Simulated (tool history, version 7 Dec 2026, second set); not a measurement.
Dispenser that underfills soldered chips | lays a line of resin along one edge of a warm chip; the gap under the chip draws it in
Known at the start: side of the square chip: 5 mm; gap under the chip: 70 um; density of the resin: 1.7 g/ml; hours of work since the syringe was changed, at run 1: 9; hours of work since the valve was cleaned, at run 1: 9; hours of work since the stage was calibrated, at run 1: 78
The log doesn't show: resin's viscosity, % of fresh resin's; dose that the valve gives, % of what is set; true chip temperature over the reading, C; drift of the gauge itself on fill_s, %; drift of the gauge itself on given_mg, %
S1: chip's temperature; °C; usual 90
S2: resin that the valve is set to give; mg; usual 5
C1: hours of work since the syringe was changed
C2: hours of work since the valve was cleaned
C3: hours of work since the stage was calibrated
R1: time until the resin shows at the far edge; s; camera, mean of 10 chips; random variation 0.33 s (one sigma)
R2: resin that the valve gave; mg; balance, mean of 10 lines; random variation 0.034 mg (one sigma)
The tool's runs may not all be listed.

{"run": 1, "hour": 0.0, "S1": 90, "S2": 5, "C1": 9, "C2": 9, "C3": 78, "R1": 23.2, "R2": 4.97}
{"hour": 1.9, "done": "new syringe of resin"}
{"run": 2, "hour": 2.8, "S1": 90, "S2": 5.3, "C1": 1, "C2": 11, "C3": 79, "R1": 13.3, "R2": 5.24}
{"run": 3, "hour": 7.7, "S1": 90, "S2": 5.3, "C1": 4, "C2": 14, "C3": 82, "R1": 15.5, "R2": 5.24}
{"run": 4, "hour": 13.5, "S1": 78, "S2": 5.3, "C1": 7, "C2": 18, "C3": 86, "R1": 33.5, "R2": 5.26}
{"run": 5, "hour": 17.7, "S1": 78, "S2": 5.3, "C1": 10, "C2": 20, "C3": 89, "R1": 39.6, "R2": 5.17}
{"hour": 18.5, "done": "new syringe of resin"}
{"run": 6, "hour": 20.7, "S1": 80, "S2": 5, "C1": 1, "C2": 22, "C3": 90, "R1": 22.3, "R2": 4.95}
{"run": 7, "hour": 24.2, "S1": 80, "S2": 5, "C1": 4, "C2": 24, "C3": 93, "R1": 25.3, "R2": 4.99}
{"run": 8, "hour": 27.8, "S1": 90, "S2": 4.77, "C1": 6, "C2": 26, "C3": 95, "R1": 18.5, "R2": 4.67}
{"run": 9, "hour": 33.2, "S1": 90, "S2": 6.05, "C1": 9, "C2": 30, "C3": 98, "R1": 22.4, "R2": 5.95}
{"hour": 35.3, "done": "new syringe of resin"}
{"run": 10, "hour": 37.8, "S1": 90, "S2": 6.05, "C1": 2, "C2": 32, "C3": 101, "R1": 14, "R2": 5.91}
{"run": 11, "hour": 40.3, "S1": 90, "S2": 6.05, "C1": 3, "C2": 34, "C3": 102, "R1": 15.1, "R2": 5.89}
{"run": 12, "hour": 44.8, "S1": 90, "S2": 4.74, "C1": 6, "C2": 37, "C3": 105, "R1": 18.6, "R2": 4.62}
{"run": 13, "hour": 50.0, "S1": 90, "S2": 4.74, "C1": 9, "C2": 40, "C3": 108, "R1": 22.9, "R2": 4.63}
{"hour": 52.0, "done": "new syringe of resin"}
{"run": 14, "hour": 56.1, "S1": 90, "S2": 4.74, "C1": 3, "C2": 44, "C3": 112, "R1": 15.6, "R2": 4.63}
{"run": 15, "hour": 60.8, "S1": 90, "S2": 4.74, "C1": 5, "C2": 47, "C3": 115, "R1": 18.1, "R2": 4.64}
{"run": 16, "hour": 66.3, "S1": 90, "S2": 4.74, "C1": 9, "C2": 50, "C3": 118, "R1": 23.4, "R2": 4.58}
{"hour": 68.6, "done": "new syringe of resin"}
{"run": 17, "hour": 71.3, "S1": 90, "S2": 4.74, "C1": 2, "C2": 53, "C3": 121, "R1": 14, "R2": 4.62}
{"run": 18, "hour": 74.2, "S1": 90, "S2": 4.74, "C1": 3, "C2": 55, "C3": 123, "R1": 16.2, "R2": 4.58}
{"run": 19, "hour": 76.8, "S1": 90, "S2": 4.62, "C1": 5, "C2": 56, "C3": 125, "R1": 18.4, "R2": 4.48}
{"run": 20, "hour": 80.6, "S1": 90, "S2": 4.62, "C1": 7, "C2": 59, "C3": 127, "R1": 21.1, "R2": 4.44}
{"hour": 85.4, "done": "new syringe of resin"}
{"run": 21, "hour": 86.6, "S1": 90, "S2": 4.62, "C1": 1, "C2": 62, "C3": 131, "R1": 14.1, "R2": 4.49}
{"run": 22, "hour": 91.0, "S1": 81, "S2": 6.43, "C1": 3, "C2": 65, "C3": 133, "R1": 23.9, "R2": 6.19}
{"run": 23, "hour": 96.2, "S1": 86, "S2": 5.56, "C1": 7, "C2": 68, "C3": 136, "R1": 23.7, "R2": 5.36}
{"run": 24, "hour": 101.4, "S1": 86, "S2": 5.56, "C1": 10, "C2": 71, "C3": 140, "R1": 28.8, "R2": 5.36}
{"hour": 102.2, "done": "new syringe of resin"}
{"run": 25, "hour": 105.4, "S1": 86, "S2": 5.56, "C1": 2, "C2": 74, "C3": 142, "R1": 17.2, "R2": 5.35}
{"run": 26, "hour": 110.5, "S1": 77, "S2": 6.43, "C1": 5, "C2": 77, "C3": 145, "R1": 31.8, "R2": 6.17}
{"run": 27, "hour": 116.3, "S1": 82, "S2": 5.36, "C1": 9, "C2": 80, "C3": 149, "R1": 31.9, "R2": 5.09}
{"hour": 118.9, "done": "new syringe of resin"}
{"run": 28, "hour": 121.4, "S1": 82, "S2": 5.36, "C1": 2, "C2": 83, "C3": 152, "R1": 19.8, "R2": 5.16}
{"run": 29, "hour": 125.9, "S1": 100, "S2": 4.33, "C1": 4, "C2": 86, "C3": 155, "R1": 11.5, "R2": 4.11}
{"run": 30, "hour": 129.0, "S1": 100, "S2": 5.2, "C1": 6, "C2": 88, "C3": 157, "R1": 12.1, "R2": 4.99}
{"hour": 132.4, "done": "dispensing valve cleaned and set on the balance"}
{"run": 31, "hour": 133.6, "S1": 102, "S2": 4.52, "C1": 9, "C2": 1, "C3": 159, "R1": 13.5, "R2": 4.48}
{"hour": 136.7, "done": "new syringe of resin"}
{"run": 32, "hour": 136.7, "S1": 88, "S2": 5.75, "C1": 0, "C2": 2, "C3": 160, "R1": 14.2, "R2": 5.73}
{"run": 33, "hour": 140.6, "S1": 88, "S2": 5.75, "C1": 2, "C2": 5, "C3": 163, "R1": 16.2, "R2": 5.78}

Forecast each of these 3 alternatives for the next run:
{"run": "A", "hour": 143.3, "S1": 90, "S2": 6.14, "C1": 4, "C2": 7, "C3": 165, "R1": "?", "R2": "?"}
{"run": "B", "hour": 143.3, "S1": 90, "S2": 5.69, "C1": 4, "C2": 7, "C3": 165, "R1": "?", "R2": "?"}
{"run": "C", "hour": 143.3, "S1": 90, "S2": 4.42, "C1": 4, "C2": 7, "C3": 165, "R1": "?", "R2": "?"}

run=A R1=16.8 R2=6.08
run=B R1=16.8 R2=5.7
run=C R1=16.7 R2=4.39
Without the tool's hidden state the same runs would have given:
run=A R1=13.3 R2=6.11
run=B R1=13.4 R2=5.73
run=C R1=13.1 R2=4.42
